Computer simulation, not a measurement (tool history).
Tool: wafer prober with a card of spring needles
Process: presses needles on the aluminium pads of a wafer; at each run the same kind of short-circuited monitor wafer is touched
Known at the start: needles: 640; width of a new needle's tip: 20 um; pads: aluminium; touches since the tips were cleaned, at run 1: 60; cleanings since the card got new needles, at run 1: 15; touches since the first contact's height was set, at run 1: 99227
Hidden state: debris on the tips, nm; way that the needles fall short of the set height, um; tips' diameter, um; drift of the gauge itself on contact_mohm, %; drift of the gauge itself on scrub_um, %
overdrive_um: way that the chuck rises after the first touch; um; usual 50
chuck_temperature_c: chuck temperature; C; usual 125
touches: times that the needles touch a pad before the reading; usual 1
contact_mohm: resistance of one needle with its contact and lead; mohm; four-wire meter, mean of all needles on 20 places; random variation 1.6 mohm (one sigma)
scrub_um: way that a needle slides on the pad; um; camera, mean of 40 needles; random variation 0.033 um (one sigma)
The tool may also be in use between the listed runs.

run  hour  overdrive_um  chuck_temperature_c  touches  touches since the tips were cleaned  cleanings since the card got new needles  touches since the first contact's height was set  contact_mohm  scrub_um
  1     0            50                  125        1                                   60                                        15                                             99227           172     11.97
  2   4.2            61                  125        1                                 1787                                        15                                            100954           180     14.57
  3  12.1            61                  125        1                                 4987                                        15                                            104154           207     14.65
     14.3  -- tips cleaned on abrasive film
  4  18.1            61                  125        1                                 1522                                        16                                            106554           174      14.6
  5  24.7            61                  125        1                                 4238                                        16                                            109270           201      14.6
     25.5  -- height of the first contact set anew
     28.8  -- tips cleaned on abrasive film
  6    31            61                  125        1                                  906                                        17                                              2183           172     14.47
  7  37.1            61                  125        1                                 3388                                        17                                              4665           198     14.45
  8  41.3            61                  125        1                                 5121                                        17                                              6398           211     14.41
     43.1  -- tips cleaned on abrasive film
  9  45.3            61                  125        1                                  886                                        18                                              7988           166     14.48
 10    51            61                  125        1                                 3183                                        18                                             10285           193     14.47
 11  55.5            64                   79        1                                 5033                                        18                                             12135           196     15.13
     57.4  -- tips cleaned on abrasive film
 12  63.7            64                   79        1                                 2563                                        19                                             15435           178     15.06
 13  69.6            64                   79        1                                 4989                                        19                                             17861           200     15.12
     71.9  -- tips cleaned on abrasive film
     72.9  -- height of the first contact set anew, once more
 14  74.4            64                   30        1                                  910                                        20                                               640           148     15.62
 15  79.3            62                   64        1                                 2898                                        20                                              2628           178     15.13
 16  85.3            41                   44        2                                 5361                                        20                                              5091           228      9.99

The same runs without the tool's hidden state, with the same run-to-run variation:
run  contact_mohm  scrub_um
  1           159     12.24
  2           150     14.84
  3           150     14.92
  4           149     14.88
  5           150     14.88
  6           152      14.9
  7           151     14.88
  8           151     14.84
  9           149     14.93
 10           151     14.92
 11           140     15.59
 12           141     15.53
 13           142     15.59
 14           131     15.62
 15           138     15.13
 16           147      9.99
